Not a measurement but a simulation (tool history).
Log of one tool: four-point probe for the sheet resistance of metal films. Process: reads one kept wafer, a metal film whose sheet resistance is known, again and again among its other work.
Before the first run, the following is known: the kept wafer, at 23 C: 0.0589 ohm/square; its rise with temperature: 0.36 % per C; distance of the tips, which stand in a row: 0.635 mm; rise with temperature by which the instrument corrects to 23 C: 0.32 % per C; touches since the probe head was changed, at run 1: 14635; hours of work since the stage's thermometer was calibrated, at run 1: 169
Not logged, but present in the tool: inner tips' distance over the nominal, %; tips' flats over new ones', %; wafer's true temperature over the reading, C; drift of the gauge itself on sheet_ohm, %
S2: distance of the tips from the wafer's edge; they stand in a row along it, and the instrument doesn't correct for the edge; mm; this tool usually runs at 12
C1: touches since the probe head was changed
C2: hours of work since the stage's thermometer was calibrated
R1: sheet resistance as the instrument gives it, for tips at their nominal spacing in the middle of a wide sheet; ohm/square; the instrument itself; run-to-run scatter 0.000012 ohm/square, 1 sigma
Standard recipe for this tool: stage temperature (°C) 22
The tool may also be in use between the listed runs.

{"run": 1, "hour": 0.0, "stage temperature (°C)": 22, "S2": 12, "C1": 14635, "C2": 169, "R1": 0.058855}
{"run": 2, "hour": 13.8, "stage temperature (°C)": 22, "S2": 10, "C1": 15014, "C2": 177, "R1": 0.058887}
{"run": 3, "hour": 23.5, "stage temperature (°C)": 22, "S2": 12, "C1": 15281, "C2": 182, "R1": 0.058855}
{"run": 4, "hour": 40.2, "stage temperature (°C)": 25, "S2": 12, "C1": 15741, "C2": 190, "R1": 0.058929}
{"run": 5, "hour": 48.3, "stage temperature (°C)": 25, "S2": 12, "C1": 15965, "C2": 195, "R1": 0.058925}
{"run": 6, "hour": 55.7, "stage temperature (°C)": 25, "S2": 12, "C1": 16168, "C2": 198, "R1": 0.05892}
{"run": 7, "hour": 69.4, "stage temperature (°C)": 25, "S2": 12, "C1": 16545, "C2": 206, "R1": 0.058929}
{"run": 8, "hour": 85.0, "stage temperature (°C)": 25, "S2": 12, "C1": 16974, "C2": 214, "R1": 0.058929}
{"run": 9, "hour": 92.5, "stage temperature (°C)": 25, "S2": 12, "C1": 17181, "C2": 218, "R1": 0.058937}
{"run": 10, "hour": 107.1, "stage temperature (°C)": 21, "S2": 12, "C1": 17582, "C2": 225, "R1": 0.05882}
{"run": 11, "hour": 122.8, "stage temperature (°C)": 21, "S2": 12, "C1": 18013, "C2": 234, "R1": 0.058836}
{"run": 12, "hour": 130.4, "stage temperature (°C)": 21, "S2": 12, "C1": 18224, "C2": 237, "R1": 0.058803}
{"run": 13, "hour": 139.0, "stage temperature (°C)": 22, "S2": 12, "C1": 18461, "C2": 242, "R1": 0.058853}
{"run": 14, "hour": 152.1, "stage temperature (°C)": 22, "S2": 12, "C1": 18820, "C2": 249, "R1": 0.058834}
{"run": 15, "hour": 165.5, "stage temperature (°C)": 23, "S2": 33, "C1": 19189, "C2": 256, "R1": 0.058786}
{"run": 16, "hour": 172.8, "stage temperature (°C)": 32, "S2": 5, "C1": 19389, "C2": 260, "R1": 0.059448}
{"run": 17, "hour": 182.0, "stage temperature (°C)": 32, "S2": 5, "C1": 19642, "C2": 264, "R1": 0.059485}
{"run": 18, "hour": 194.9, "stage temperature (°C)": 28, "S2": 62, "C1": 19998, "C2": 271, "R1": 0.058878}
{"run": 19, "hour": 210.6, "stage temperature (°C)": 28, "S2": 62, "C1": 20430, "C2": 279, "R1": 0.058887}
{"run": 20, "hour": 225.2, "stage temperature (°C)": 33, "S2": 15, "C1": 20831, "C2": 287, "R1": 0.059033}
{"run": 21, "hour": 232.1, "stage temperature (°C)": 23, "S2": 5, "C1": 21022, "C2": 291, "R1": 0.059284}
{"run": 22, "hour": 245.5, "stage temperature (°C)": 23, "S2": 5, "C1": 21390, "C2": 298, "R1": 0.05929}
{"run": 23, "hour": 256.4, "stage temperature (°C)": 25, "S2": 3, "C1": 21690, "C2": 303, "R1": 0.060203}
{"run": 24, "hour": 267.7, "stage temperature (°C)": 23, "S2": 12, "C1": 22001, "C2": 309, "R1": 0.05885}
{"run": 25, "hour": 281.7, "stage temperature (°C)": 23, "S2": 12, "C1": 22386, "C2": 317, "R1": 0.058868}

Consider 4 possible next runs. They are alternatives, not a sequence: every one starts from the tool as it was left by run 25. What does each give?
{"run": "A", "hour": 297.0, "stage temperature (°C)": 22, "S2": 62, "C1": 22807, "C2": 325, "R1": "?"}
{"run": "B", "hour": 297.0, "stage temperature (°C)": 27, "S2": 12, "C1": 22807, "C2": 325, "R1": "?"}
{"run": "C", "hour": 297.0, "stage temperature (°C)": 32, "S2": 7, "C1": 22807, "C2": 325, "R1": "?"}
{"run": "D", "hour": 297.0, "stage temperature (°C)": 22, "S2": 22, "C1": 22807, "C2": 325, "R1": "?"}

run=A R1=0.058734
run=B R1=0.058944
run=C R1=0.059216
run=D R1=0.058781
With the hidden condition removed and each run's random variation left untouched, the same runs would have given:
run=A R1=0.058872
run=B R1=0.059082
run=C R1=0.059355
run=D R1=0.058919
